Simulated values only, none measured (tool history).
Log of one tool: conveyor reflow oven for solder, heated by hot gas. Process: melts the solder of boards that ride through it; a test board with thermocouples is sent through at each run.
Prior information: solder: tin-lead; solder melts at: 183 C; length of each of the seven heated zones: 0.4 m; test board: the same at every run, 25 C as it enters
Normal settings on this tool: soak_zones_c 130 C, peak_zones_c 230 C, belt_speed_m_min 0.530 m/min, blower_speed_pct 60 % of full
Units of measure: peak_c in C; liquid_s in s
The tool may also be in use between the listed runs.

{"run": 1, "day": 0.0, "soak_zones_c": 130, "peak_zones_c": 230, "belt_speed_m_min": 0.53, "blower_speed_pct": 60, "peak_c": 208.7, "liquid_s": 56.8}
{"run": 2, "day": 0.417, "soak_zones_c": 130, "peak_zones_c": 230, "belt_speed_m_min": 0.53, "blower_speed_pct": 62, "peak_c": 209.4, "liquid_s": 57.3}
{"run": 3, "day": 0.896, "soak_zones_c": 130, "peak_zones_c": 230, "belt_speed_m_min": 0.53, "blower_speed_pct": 62, "peak_c": 210.2, "liquid_s": 57.5}
{"run": 4, "day": 1.225, "soak_zones_c": 130, "peak_zones_c": 230, "belt_speed_m_min": 0.53, "blower_speed_pct": 62, "peak_c": 209.6, "liquid_s": 57.5}
{"run": 5, "day": 1.617, "soak_zones_c": 130, "peak_zones_c": 230, "belt_speed_m_min": 0.53, "blower_speed_pct": 62, "peak_c": 210.1, "liquid_s": 57.3}
{"run": 6, "day": 2.038, "soak_zones_c": 130, "peak_zones_c": 230, "belt_speed_m_min": 0.478, "blower_speed_pct": 60, "peak_c": 212.7, "liquid_s": 67.7}
{"run": 7, "day": 2.562, "soak_zones_c": 130, "peak_zones_c": 230, "belt_speed_m_min": 0.478, "blower_speed_pct": 60, "peak_c": 212.8, "liquid_s": 67.3}
{"run": 8, "day": 3.096, "soak_zones_c": 130, "peak_zones_c": 230, "belt_speed_m_min": 0.53, "blower_speed_pct": 65, "peak_c": 210.4, "liquid_s": 58.5}
{"run": 9, "day": 3.808, "soak_zones_c": 130, "peak_zones_c": 230, "belt_speed_m_min": 0.505, "blower_speed_pct": 60, "peak_c": 210.9, "liquid_s": 62.0}
{"run": 10, "day": 4.362, "soak_zones_c": 130, "peak_zones_c": 230, "belt_speed_m_min": 0.53, "blower_speed_pct": 60, "peak_c": 208.5, "liquid_s": 55.5}
{"run": 11, "day": 4.812, "soak_zones_c": 130, "peak_zones_c": 230, "belt_speed_m_min": 0.53, "blower_speed_pct": 60, "peak_c": 208.7, "liquid_s": 56.0}
{"run": 12, "day": 5.175, "soak_zones_c": 130, "peak_zones_c": 230, "belt_speed_m_min": 0.53, "blower_speed_pct": 60, "peak_c": 208.6, "liquid_s": 56.2}
{"run": 13, "day": 6.058, "soak_zones_c": 130, "peak_zones_c": 230, "belt_speed_m_min": 0.53, "blower_speed_pct": 60, "peak_c": 209.2, "liquid_s": 56.2}
{"run": 14, "day": 6.388, "soak_zones_c": 130, "peak_zones_c": 230, "belt_speed_m_min": 0.53, "blower_speed_pct": 60, "peak_c": 208.2, "liquid_s": 56.3}
{"run": 15, "day": 6.833, "soak_zones_c": 130, "peak_zones_c": 230, "belt_speed_m_min": 0.53, "blower_speed_pct": 60, "peak_c": 208.7, "liquid_s": 55.9}
{"run": 16, "day": 7.979, "soak_zones_c": 130, "peak_zones_c": 230, "belt_speed_m_min": 0.53, "blower_speed_pct": 60, "peak_c": 208.0, "liquid_s": 53.2}
{"run": 17, "day": 8.504, "soak_zones_c": 128, "peak_zones_c": 243, "belt_speed_m_min": 0.53, "blower_speed_pct": 60, "peak_c": 218.1, "liquid_s": 64.4}
{"run": 18, "day": 9.104, "soak_zones_c": 128, "peak_zones_c": 243, "belt_speed_m_min": 0.495, "blower_speed_pct": 68, "peak_c": 223.7, "liquid_s": 73.4}
{"run": 19, "day": 9.771, "soak_zones_c": 129, "peak_zones_c": 243, "belt_speed_m_min": 0.46, "blower_speed_pct": 68, "peak_c": 226.8, "liquid_s": 82.6}
{"run": 20, "day": 10.246, "soak_zones_c": 117, "peak_zones_c": 227, "belt_speed_m_min": 0.448, "blower_speed_pct": 74, "peak_c": 212.7, "liquid_s": 68.4}
{"run": 21, "day": 10.946, "soak_zones_c": 130, "peak_zones_c": 230, "belt_speed_m_min": 0.636, "blower_speed_pct": 60, "peak_c": 200.6, "liquid_s": 34.2}
{"run": 22, "day": 11.575, "soak_zones_c": 130, "peak_zones_c": 230, "belt_speed_m_min": 0.636, "blower_speed_pct": 60, "peak_c": 200.6, "liquid_s": 34.2}
{"run": 23, "day": 12.35, "soak_zones_c": 120, "peak_zones_c": 230, "belt_speed_m_min": 0.636, "blower_speed_pct": 61, "peak_c": 197.8, "liquid_s": 28.8}
{"run": 24, "day": 12.954, "soak_zones_c": 120, "peak_zones_c": 230, "belt_speed_m_min": 0.636, "blower_speed_pct": 61, "peak_c": 197.8, "liquid_s": 28.1}
{"run": 25, "day": 13.271, "soak_zones_c": 120, "peak_zones_c": 230, "belt_speed_m_min": 0.636, "blower_speed_pct": 61, "peak_c": 197.9, "liquid_s": 27.9}
{"run": 26, "day": 13.912, "soak_zones_c": 129, "peak_zones_c": 230, "belt_speed_m_min": 0.526, "blower_speed_pct": 61, "peak_c": 207.7, "liquid_s": 53.7}
{"run": 27, "day": 14.467, "soak_zones_c": 129, "peak_zones_c": 230, "belt_speed_m_min": 0.518, "blower_speed_pct": 53, "peak_c": 205.2, "liquid_s": 49.6}
{"run": 28, "day": 14.846, "soak_zones_c": 139, "peak_zones_c": 230, "belt_speed_m_min": 0.53, "blower_speed_pct": 60, "peak_c": 209.5, "liquid_s": 58.8}
{"run": 29, "day": 15.4, "soak_zones_c": 139, "peak_zones_c": 234, "belt_speed_m_min": 0.53, "blower_speed_pct": 60, "peak_c": 212.1, "liquid_s": 62.2}
{"run": 30, "day": 16.167, "soak_zones_c": 130, "peak_zones_c": 241, "belt_speed_m_min": 0.53, "blower_speed_pct": 51, "peak_c": 212.3, "liquid_s": 57.5}
{"run": 31, "day": 16.808, "soak_zones_c": 131, "peak_zones_c": 241, "belt_speed_m_min": 0.53, "blower_speed_pct": 51, "peak_c": 211.2, "liquid_s": 57.3}

The log once held 3 entries between its listed runs, left out of this copy. Where does each go, and what is different about the tool's unlogged condition between the listed run before it and the listed run after it?
Between runs 12 and 13: flux residue cleaned out of gas plates and filters (day 5.450)
  heat that the gas passes to the board, % of a clean oven's: 98.3 -> 97.9; belt's true speed, % of the reading: 97.78 -> 97.75; true gas temperature in zones 6 and 7 over the reading, C: -0.64 -> -0.67
  what was measured, less what the result would be without the hidden state, peak_c: -0.2 -> -0.3 C; liquid_s: +1.1 -> +1.0 s
Between runs 15 and 16: flux residue cleaned out of gas plates and filters, once more (day 7.171); belt drive overhauled, speed set with a stopwatch (day 7.717)
  heat that the gas passes to the board, % of a clean oven's: 97.7 -> 98.8; belt's true speed, % of the reading: 97.72 -> 100.05; true gas temperature in zones 6 and 7 over the reading, C: -0.7 -> -0.73
  what was measured, less what the result would be without the hidden state, peak_c: -0.4 -> -0.9 C; liquid_s: +0.9 -> -1.3 s
